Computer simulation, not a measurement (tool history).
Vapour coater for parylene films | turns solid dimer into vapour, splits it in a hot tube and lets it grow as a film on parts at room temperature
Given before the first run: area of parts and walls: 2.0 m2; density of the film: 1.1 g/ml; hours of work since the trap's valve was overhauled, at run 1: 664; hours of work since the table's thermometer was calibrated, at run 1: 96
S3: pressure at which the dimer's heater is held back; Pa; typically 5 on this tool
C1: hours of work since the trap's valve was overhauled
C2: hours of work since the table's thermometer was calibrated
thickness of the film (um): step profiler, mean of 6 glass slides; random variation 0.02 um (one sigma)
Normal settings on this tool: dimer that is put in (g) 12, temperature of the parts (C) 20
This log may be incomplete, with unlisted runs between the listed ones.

run 1 hour=0 | dimer_that_is_put_in_(g)=12 temperature_of_the_parts_(C)=20 S3=5 | C1=664 C2=96 | thickness_of_the_film_(um)=2.5
-- hour=14.9 trap's valve overhauled
run 2 hour=22.9 | dimer_that_is_put_in_(g)=12 temperature_of_the_parts_(C)=20 S3=3.34 | C1=4 C2=105 | thickness_of_the_film_(um)=2.74
run 3 hour=32.2 | dimer_that_is_put_in_(g)=12 temperature_of_the_parts_(C)=20 S3=3.34 | C1=8 C2=110 | thickness_of_the_film_(um)=2.74
run 4 hour=40.9 | dimer_that_is_put_in_(g)=5 temperature_of_the_parts_(C)=20 S3=3.34 | C1=12 C2=114 | thickness_of_the_film_(um)=1.14
run 5 hour=59.1 | dimer_that_is_put_in_(g)=5 temperature_of_the_parts_(C)=20 S3=3.34 | C1=21 C2=122 | thickness_of_the_film_(um)=1.16
run 6 hour=75.3 | dimer_that_is_put_in_(g)=5 temperature_of_the_parts_(C)=20 S3=3.34 | C1=29 C2=130 | thickness_of_the_film_(um)=1.15
run 7 hour=90.8 | dimer_that_is_put_in_(g)=12 temperature_of_the_parts_(C)=20 S3=2.22 | C1=36 C2=138 | thickness_of_the_film_(um)=2.9
run 8 hour=106.5 | dimer_that_is_put_in_(g)=12 temperature_of_the_parts_(C)=20 S3=2.22 | C1=44 C2=145 | thickness_of_the_film_(um)=2.9
run 9 hour=120.1 | dimer_that_is_put_in_(g)=12 temperature_of_the_parts_(C)=20 S3=2.22 | C1=50 C2=152 | thickness_of_the_film_(um)=2.87
run 10 hour=135.2 | dimer_that_is_put_in_(g)=12 temperature_of_the_parts_(C)=20 S3=2.22 | C1=58 C2=159 | thickness_of_the_film_(um)=2.83
run 11 hour=143.5 | dimer_that_is_put_in_(g)=12 temperature_of_the_parts_(C)=20 S3=5 | C1=62 C2=163 | thickness_of_the_film_(um)=2.64
run 12 hour=153.9 | dimer_that_is_put_in_(g)=12 temperature_of_the_parts_(C)=20 S3=2.85 | C1=67 C2=168 | thickness_of_the_film_(um)=2.8
run 13 hour=168 | dimer_that_is_put_in_(g)=12 temperature_of_the_parts_(C)=20 S3=5 | C1=73 C2=175 | thickness_of_the_film_(um)=2.62
run 14 hour=187.5 | dimer_that_is_put_in_(g)=10 temperature_of_the_parts_(C)=20 S3=5 | C1=83 C2=184 | thickness_of_the_film_(um)=2.16
run 15 hour=206.2 | dimer_that_is_put_in_(g)=10 temperature_of_the_parts_(C)=20 S3=5 | C1=92 C2=193 | thickness_of_the_film_(um)=2.15
run 16 hour=217.9 | dimer_that_is_put_in_(g)=10 temperature_of_the_parts_(C)=20 S3=5 | C1=97 C2=199 | thickness_of_the_film_(um)=2.19
run 17 hour=231.6 | dimer_that_is_put_in_(g)=6 temperature_of_the_parts_(C)=20 S3=5 | C1=104 C2=205 | thickness_of_the_film_(um)=1.31
run 18 hour=240.8 | dimer_that_is_put_in_(g)=6 temperature_of_the_parts_(C)=20 S3=5 | C1=108 C2=210 | thickness_of_the_film_(um)=1.28
run 19 hour=256.4 | dimer_that_is_put_in_(g)=6 temperature_of_the_parts_(C)=20 S3=5 | C1=116 C2=217 | thickness_of_the_film_(um)=1.3
run 20 hour=266.1 | dimer_that_is_put_in_(g)=6 temperature_of_the_parts_(C)=12 S3=5 | C1=121 C2=222 | thickness_of_the_film_(um)=1.52
run 21 hour=285.2 | dimer_that_is_put_in_(g)=6 temperature_of_the_parts_(C)=12 S3=5 | C1=130 C2=231 | thickness_of_the_film_(um)=1.5
run 22 hour=301.5 | dimer_that_is_put_in_(g)=12 temperature_of_the_parts_(C)=20 S3=11.88 | C1=138 C2=239 | thickness_of_the_film_(um)=2.33
run 23 hour=316.2 | dimer_that_is_put_in_(g)=12 temperature_of_the_parts_(C)=20 S3=11.88 | C1=145 C2=246 | thickness_of_the_film_(um)=2.37
run 24 hour=334.4 | dimer_that_is_put_in_(g)=12 temperature_of_the_parts_(C)=20 S3=11.88 | C1=153 C2=255 | thickness_of_the_film_(um)=2.35
run 25 hour=351.3 | dimer_that_is_put_in_(g)=7 temperature_of_the_parts_(C)=15 S3=3.22 | C1=161 C2=263 | thickness_of_the_film_(um)=1.7
run 26 hour=367 | dimer_that_is_put_in_(g)=9 temperature_of_the_parts_(C)=15 S3=11.29 | C1=169 C2=270 | thickness_of_the_film_(um)=1.93
run 27 hour=386.3 | dimer_that_is_put_in_(g)=9 temperature_of_the_parts_(C)=15 S3=10.55 | C1=178 C2=280 | thickness_of_the_film_(um)=1.94
run 28 hour=406.5 | dimer_that_is_put_in_(g)=6 temperature_of_the_parts_(C)=20 S3=5 | C1=188 C2=289 | thickness_of_the_film_(um)=1.3
run 29 hour=421.4 | dimer_that_is_put_in_(g)=6 temperature_of_the_parts_(C)=20 S3=5 | C1=195 C2=296 | thickness_of_the_film_(um)=1.27
run 30 hour=430.1 | dimer_that_is_put_in_(g)=9 temperature_of_the_parts_(C)=18 S3=9.98 | C1=199 C2=301 | thickness_of_the_film_(um)=1.88
-- hour=432.6 table's thermometer calibrated
run 31 hour=447.3 | dimer_that_is_put_in_(g)=12 temperature_of_the_parts_(C)=18 S3=2.99 | C1=207 C2=7 | thickness_of_the_film_(um)=2.82
run 32 hour=467.8 | dimer_that_is_put_in_(g)=12 temperature_of_the_parts_(C)=13 S3=2.33 | C1=217 C2=17 | thickness_of_the_film_(um)=3.12
run 33 hour=482.3 | dimer_that_is_put_in_(g)=8 temperature_of_the_parts_(C)=14 S3=6.62 | C1=224 C2=24 | thickness_of_the_film_(um)=1.85
run 34 hour=491.6 | dimer_that_is_put_in_(g)=8 temperature_of_the_parts_(C)=14 S3=6.62 | C1=228 C2=28 | thickness_of_the_film_(um)=1.83
run 35 hour=506.9 | dimer_that_is_put_in_(g)=17 temperature_of_the_parts_(C)=20 S3=3.72 | C1=236 C2=36 | thickness_of_the_film_(um)=3.81
run 36 hour=517.7 | dimer_that_is_put_in_(g)=17 temperature_of_the_parts_(C)=20 S3=3.72 | C1=241 C2=41 | thickness_of_the_film_(um)=3.73
run 37 hour=528 | dimer_that_is_put_in_(g)=11 temperature_of_the_parts_(C)=16 S3=11.51 | C1=246 C2=46 | thickness_of_the_film_(um)=2.3
-- hour=531.3 table's thermometer calibrated, once more
run 38 hour=539.7 | dimer_that_is_put_in_(g)=21 temperature_of_the_parts_(C)=16 S3=11.51 | C1=251 C2=4 | thickness_of_the_film_(um)=4.41
run 39 hour=549 | dimer_that_is_put_in_(g)=6 temperature_of_the_parts_(C)=13 S3=5.47 | C1=255 C2=8 | thickness_of_the_film_(um)=1.4
run 40 hour=564.3 | dimer_that_is_put_in_(g)=8 temperature_of_the_parts_(C)=13 S3=4.29 | C1=263 C2=16 | thickness_of_the_film_(um)=1.96
run 41 hour=581.1 | dimer_that_is_put_in_(g)=17 temperature_of_the_parts_(C)=25 S3=3.97 | C1=271 C2=24 | thickness_of_the_film_(um)=3.43
run 42 hour=591.2 | dimer_that_is_put_in_(g)=17 temperature_of_the_parts_(C)=12 S3=3.97 | C1=276 C2=29 | thickness_of_the_film_(um)=4.21
run 43 hour=603.9 | dimer_that_is_put_in_(g)=17 temperature_of_the_parts_(C)=29 S3=4.86 | C1=282 C2=35 | thickness_of_the_film_(um)=3.14
run 44 hour=621.7 | dimer_that_is_put_in_(g)=17 temperature_of_the_parts_(C)=29 S3=4.86 | C1=290 C2=43 | thickness_of_the_film_(um)=3.16
run 45 hour=630.5 | dimer_that_is_put_in_(g)=5 temperature_of_the_parts_(C)=22 S3=4.86 | C1=295 C2=48 | thickness_of_the_film_(um)=1.05

Each row is a separate what-if for the run after 45, all from the same tool condition, not one after another. Results?
run A hour=642.4 | dimer_that_is_put_in_(g)=12 temperature_of_the_parts_(C)=13 S3=5 | C1=300 C2=53 | thickness_of_the_film_(um)=?
run B hour=642.4 | dimer_that_is_put_in_(g)=8 temperature_of_the_parts_(C)=28 S3=2.31 | C1=300 C2=53 | thickness_of_the_film_(um)=?
run C hour=642.4 | dimer_that_is_put_in_(g)=12 temperature_of_the_parts_(C)=14 S3=5.91 | C1=300 C2=53 | thickness_of_the_film_(um)=?

run=A thickness_of_the_film_(um)=2.89
run=B thickness_of_the_film_(um)=1.65
run=C thickness_of_the_film_(um)=2.78
Had the tool no hidden state, the same runs would have come out as:
run=A thickness_of_the_film_(um)=2.97
run=B thickness_of_the_film_(um)=1.7
run=C thickness_of_the_film_(um)=2.85
